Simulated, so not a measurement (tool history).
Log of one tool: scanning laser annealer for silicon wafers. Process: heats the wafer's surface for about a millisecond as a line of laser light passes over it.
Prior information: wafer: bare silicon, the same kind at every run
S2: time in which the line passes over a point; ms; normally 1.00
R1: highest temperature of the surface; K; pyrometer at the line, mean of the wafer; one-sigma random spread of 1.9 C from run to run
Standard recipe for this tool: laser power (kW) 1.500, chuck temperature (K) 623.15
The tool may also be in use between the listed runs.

Run 1, day 0.000: usual settings. Result: R1 1397.15 K.
Run 2, day 0.804: usual settings. Result: R1 1392.15 K.
Run 3, day 1.429: usual settings. Result: R1 1393.15 K.
Run 4, day 2.121: usual settings. Result: R1 1393.15 K.
Run 5, day 3.129: usual settings. Result: R1 1396.15 K.
Run 6, day 4.017: usual settings. Result: R1 1390.15 K.
Run 7, day 4.546: usual settings. Result: R1 1391.15 K.
Run 8, day 5.012: usual settings. Result: R1 1390.15 K.
Run 9, day 5.708: usual settings. Result: R1 1391.15 K.
Run 10, day 6.175: usual settings but laser power (kW) 1.371. Result: R1 1305.15 K.
Run 11, day 6.629: usual settings but laser power (kW) 1.371, chuck temperature (K) 663.15. Result: R1 1343.15 K.
Run 12, day 7.400: usual settings but laser power (kW) 1.371, chuck temperature (K) 663.15. Result: R1 1342.15 K.
Run 13, day 8.208: usual settings. Result: R1 1385.15 K.
Run 14, day 9.146: usual settings but chuck temperature (K) 648.15. Result: R1 1411.15 K.
Run 15, day 9.783: usual settings but chuck temperature (K) 648.15. Result: R1 1407.15 K.
At day 10.438: window over the wafer cleaned.
Run 16, day 10.838: usual settings but laser power (kW) 1.396. Result: R1 1295.15 K.
Run 17, day 11.329: usual settings but laser power (kW) 1.396. Result: R1 1287.15 K.
Run 18, day 12.321: usual settings but laser power (kW) 1.396. Result: R1 1289.15 K.
Run 19, day 13.117: usual settings but laser power (kW) 1.455. Result: R1 1327.15 K.
Run 20, day 13.567: usual settings but laser power (kW) 1.455. Result: R1 1324.15 K.
Run 21, day 14.462: usual settings but laser power (kW) 1.455. Result: R1 1326.15 K.
Run 22, day 15.112: usual settings but laser power (kW) 1.455. Result: R1 1322.15 K.
Run 23, day 16.121: usual settings but laser power (kW) 1.402, S2 1.09 ms, chuck temperature (K) 662.15. Result: R1 1355.15 K.
At day 16.304: window over the wafer cleaned, once more.
Run 24, day 16.712: usual settings but laser power (kW) 1.648, S2 1.16 ms, chuck temperature (K) 630.15. Result: R1 1590.15 K.
Run 25, day 17.225: usual settings but laser power (kW) 1.635, S2 0.97 ms, chuck temperature (K) 583.15. Result: R1 1459.15 K.
Run 26, day 17.992: usual settings but chuck temperature (K) 625.15. Result: R1 1417.15 K.
Run 27, day 18.612: usual settings but laser power (kW) 1.440, S2 0.95 ms, chuck temperature (K) 660.15. Result: R1 1392.15 K.
Run 28, day 19.308: usual settings but laser power (kW) 1.325, S2 0.77 ms, chuck temperature (K) 619.15. Result: R1 1216.15 K.
Run 29, day 19.921: usual settings but S2 0.84 ms, chuck temperature (K) 588.15. Result: R1 1319.15 K.
Run 30, day 20.696: usual settings but S2 0.84 ms, chuck temperature (K) 588.15. Result: R1 1314.15 K.
Run 31, day 21.179: usual settings but S2 0.84 ms, chuck temperature (K) 588.15. Result: R1 1317.15 K.
Run 32, day 22.250: usual settings but S2 0.84 ms, chuck temperature (K) 588.15. Result: R1 1313.15 K.
Run 33, day 22.738: usual settings but S2 0.84 ms, chuck temperature (K) 588.15. Result: R1 1311.15 K.
Run 34, day 23.533: usual settings but S2 1.07 ms, chuck temperature (K) 630.15. Result: R1 1441.15 K.
Run 35, day 24.171: usual settings but laser power (kW) 1.490, S2 1.07 ms, chuck temperature (K) 630.15. Result: R1 1436.15 K.
Run 36, day 24.912: usual settings but laser power (kW) 1.528, S2 1.05 ms, chuck temperature (K) 633.15. Result: R1 1453.15 K.
Run 37, day 25.412: usual settings but laser power (kW) 1.327, S2 0.87 ms, chuck temperature (K) 633.15. Result: R1 1260.15 K.
Run 38, day 26.321: usual settings but laser power (kW) 1.633, S2 0.95 ms, chuck temperature (K) 616.15. Result: R1 1471.15 K.
Run 39, day 27.279: usual settings but laser power (kW) 1.633, S2 0.95 ms, chuck temperature (K) 616.15. Result: R1 1474.15 K.
Run 40, day 27.988: usual settings but laser power (kW) 1.461, S2 0.72 ms, chuck temperature (K) 652.15. Result: R1 1296.15 K.

Hidden state or all else? Some run-to-run changes of R1, split into what the settings, what came in and random variation would give without the hidden state, and what is left for the hidden state (with any gauge scatter that isn't in both results):
What the log doesn't record here: light that passes the window, % of a clean one's; laser's true power over the reading, %; width of the line over the set one, %; drift of the gauge itself on peak_c, C.
Run 15 -> 16: laser power (kW) 1.500 -> 1.396, chuck temperature (K) 648.15 -> 623.15, window over the wafer cleaned. R1 -112.00 K: hidden state -21.00, all else -91.00.
Run 23 -> 24: laser power (kW) 1.402 -> 1.648, S2 1.09 -> 1.16, chuck temperature (K) 662.15 -> 630.15, window over the wafer cleaned, once more. R1 +235.00 K: hidden state +59.00, all else +176.00.
Run 36 -> 37: laser power (kW) 1.528 -> 1.327, S2 1.05 -> 0.87. R1 -193.00 K: hidden state +7.00, all else -200.00.
Run 37 -> 38: laser power (kW) 1.327 -> 1.633, S2 0.87 -> 0.95, chuck temperature (K) 633.15 -> 616.15. R1 +211.00 K: hidden state -10.00, all else +221.00.
